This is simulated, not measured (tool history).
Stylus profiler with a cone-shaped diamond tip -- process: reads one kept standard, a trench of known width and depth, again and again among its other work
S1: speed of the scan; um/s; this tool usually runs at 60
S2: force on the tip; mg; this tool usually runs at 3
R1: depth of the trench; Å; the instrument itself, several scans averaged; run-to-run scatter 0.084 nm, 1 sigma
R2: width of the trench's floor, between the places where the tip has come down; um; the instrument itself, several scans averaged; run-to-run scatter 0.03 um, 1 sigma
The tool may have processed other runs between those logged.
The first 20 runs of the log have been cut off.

| run | day | S1 | S2 | R1 | R2 |
|---|---|---|---|---|---|
| 21 | 62.279 | 180 | 1.58 | 998.9 | 27.21 |
| 22 | 65.617 | 37 | 1.15 | 997.6 | 27.92 |
|  | 66.892 | height scale calibrated on a step standard |
| 23 | 67.821 | 29 | 2.36 | 1006.6 | 28 |
|  | 70.179 | new tip fitted, height scale calibrated |
| 24 | 70.3 | 117 | 2.05 | 1005.3 | 28.12 |
| 25 | 73.454 | 63 | 4.75 | 1010.9 | 28.48 |
| 26 | 77.712 | 135 | 3.54 | 1009.2 | 28.19 |
| 27 | 81.196 | 126 | 3.92 | 1010 | 28.17 |
| 28 | 83.075 | 126 | 3.92 | 1010.7 | 28.19 |
| 29 | 85.979 | 83 | 1.31 | 1003.1 | 28.12 |
| 30 | 90.354 | 187 | 5.61 | 1010.8 | 28.05 |
| 31 | 92.283 | 187 | 5.61 | 1012.4 | 27.97 |
| 32 | 96.962 | 37 | 6.76 | 1013.3 | 28.43 |
| 33 | 99.825 | 37 | 6.76 | 1012.1 | 28.41 |
| 34 | 103.196 | 24 | 2.8 | 1006.1 | 28.4 |
| 35 | 105.683 | 94 | 4.3 | 1007.9 | 28.17 |
| 36 | 109.212 | 94 | 4.3 | 1007.5 | 28.17 |
| 37 | 113.038 | 201 | 2.88 | 1006.2 | 27.62 |
| 38 | 117.433 | 201 | 2.88 | 1004.7 | 27.64 |
| 39 | 121.275 | 201 | 2.88 | 1003.4 | 27.57 |
| 40 | 125.521 | 201 | 2.88 | 1003.8 | 27.56 |

What if the next run were any one of these 4? Each begins from the tool's condition after run 40:
| A | 130.088 | 161 | 3.72 | ? | ? |
| B | 130.088 | 79 | 1.89 | ? | ? |
| C | 130.088 | 156 | 2.68 | ? | ? |
| D | 130.088 | 59 | 2.29 | ? | ? |

| run | R1 | R2 |
|---|---|---|
| A | 1004.3 | 27.77 |
| B | 1002 | 27.98 |
| C | 1004.5 | 27.66 |
| D | 1003.3 | 28.06 |
Had the tool no hidden state, the same runs would have come out as:
| run | R1 | R2 |
|---|---|---|
| A | 1008.8 | 28.15 |
| B | 1006.5 | 28.36 |
| C | 1008.9 | 28.04 |
| D | 1007.7 | 28.44 |
